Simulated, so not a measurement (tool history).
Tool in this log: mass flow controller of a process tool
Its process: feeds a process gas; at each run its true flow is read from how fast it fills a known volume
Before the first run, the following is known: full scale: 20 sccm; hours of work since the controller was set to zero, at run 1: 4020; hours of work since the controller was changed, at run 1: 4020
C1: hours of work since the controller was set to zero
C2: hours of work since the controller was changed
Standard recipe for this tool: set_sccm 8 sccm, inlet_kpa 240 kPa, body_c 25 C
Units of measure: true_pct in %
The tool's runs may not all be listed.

run 1 hour=0.0 | set_sccm=8 inlet_kpa=240 body_c=25 | C1=4020 C2=4020 | true_pct=99.71
run 2 hour=225.4 | set_sccm=8 inlet_kpa=240 body_c=25 | C1=4175 C2=4175 | true_pct=99.91
run 3 hour=495.4 | set_sccm=8 inlet_kpa=240 body_c=25 | C1=4359 C2=4359 | true_pct=99.87
run 4 hour=718.6 | set_sccm=8 inlet_kpa=240 body_c=25 | C1=4512 C2=4512 | true_pct=100.04
run 5 hour=1039.1 | set_sccm=15 inlet_kpa=240 body_c=25 | C1=4731 C2=4731 | true_pct=101.00
run 6 hour=1377.4 | set_sccm=15 inlet_kpa=240 body_c=25 | C1=4963 C2=4963 | true_pct=101.03
run 7 hour=1653.0 | set_sccm=8 inlet_kpa=240 body_c=25 | C1=5151 C2=5151 | true_pct=100.26
run 8 hour=1942.9 | set_sccm=2 inlet_kpa=240 body_c=25 | C1=5349 C2=5349 | true_pct=101.36
run 9 hour=2137.4 | set_sccm=8 inlet_kpa=240 body_c=36 | C1=5482 C2=5482 | true_pct=101.50
run 10 hour=2408.0 | set_sccm=8 inlet_kpa=240 body_c=36 | C1=5667 C2=5667 | true_pct=101.66
run 11 hour=2708.8 | set_sccm=8 inlet_kpa=240 body_c=38 | C1=5873 C2=5873 | true_pct=101.75
run 12 hour=3076.1 | set_sccm=8 inlet_kpa=240 body_c=38 | C1=6124 C2=6124 | true_pct=101.90
run 13 hour=3430.9 | set_sccm=8 inlet_kpa=240 body_c=38 | C1=6367 C2=6367 | true_pct=102.06
run 14 hour=3760.3 | set_sccm=14 inlet_kpa=240 body_c=29 | C1=6592 C2=6592 | true_pct=101.97
run 15 hour=4078.6 | set_sccm=9 inlet_kpa=240 body_c=30 | C1=6810 C2=6810 | true_pct=101.52
-- hour=4111.2 controller's zero set anew
run 16 hour=4382.5 | set_sccm=9 inlet_kpa=240 body_c=30 | C1=186 C2=7018 | true_pct=101.85
run 17 hour=4773.4 | set_sccm=9 inlet_kpa=240 body_c=30 | C1=453 C2=7285 | true_pct=101.97
run 18 hour=5021.3 | set_sccm=2 inlet_kpa=226 body_c=25 | C1=623 C2=7455 | true_pct=103.93
run 19 hour=5232.3 | set_sccm=2 inlet_kpa=226 body_c=25 | C1=767 C2=7599 | true_pct=104.03
-- hour=5534.5 controller's zero set anew, once more
run 20 hour=5583.0 | set_sccm=4 inlet_kpa=202 body_c=21 | C1=33 C2=7838 | true_pct=99.13
run 21 hour=5797.3 | set_sccm=4 inlet_kpa=202 body_c=21 | C1=180 C2=7985 | true_pct=99.22
run 22 hour=6074.3 | set_sccm=4 inlet_kpa=202 body_c=21 | C1=369 C2=8175 | true_pct=99.43
run 23 hour=6363.8 | set_sccm=4 inlet_kpa=202 body_c=21 | C1=567 C2=8372 | true_pct=99.34
run 24 hour=6671.9 | set_sccm=8 inlet_kpa=185 body_c=31 | C1=778 C2=8583 | true_pct=100.88
run 25 hour=6838.9 | set_sccm=8 inlet_kpa=185 body_c=31 | C1=892 C2=8697 | true_pct=100.97

Each run again, without the hidden state but with its own random variation kept:
Hidden conditions of the tool in this case: flow at rest that the sensor doesn't see, % of full scale; true flow over the shown one, %; drift of the gauge itself on true_pct, %.
run=1 true_pct=98.12
run=2 true_pct=98.25
run=3 true_pct=98.15
run=4 true_pct=98.25
run=5 true_pct=99.43
run=6 true_pct=99.38
run=7 true_pct=98.22
run=8 true_pct=97.12
run=9 true_pct=99.33
run=10 true_pct=99.42
run=11 true_pct=99.43
run=12 true_pct=99.48
run=13 true_pct=99.54
run=14 true_pct=99.71
run=15 true_pct=98.90
run=16 true_pct=98.93
run=17 true_pct=98.95
run=18 true_pct=97.07
run=19 true_pct=97.07
run=20 true_pct=96.92
run=21 true_pct=96.94
run=22 true_pct=97.05
run=23 true_pct=96.87
run=24 true_pct=98.43
run=25 true_pct=98.48
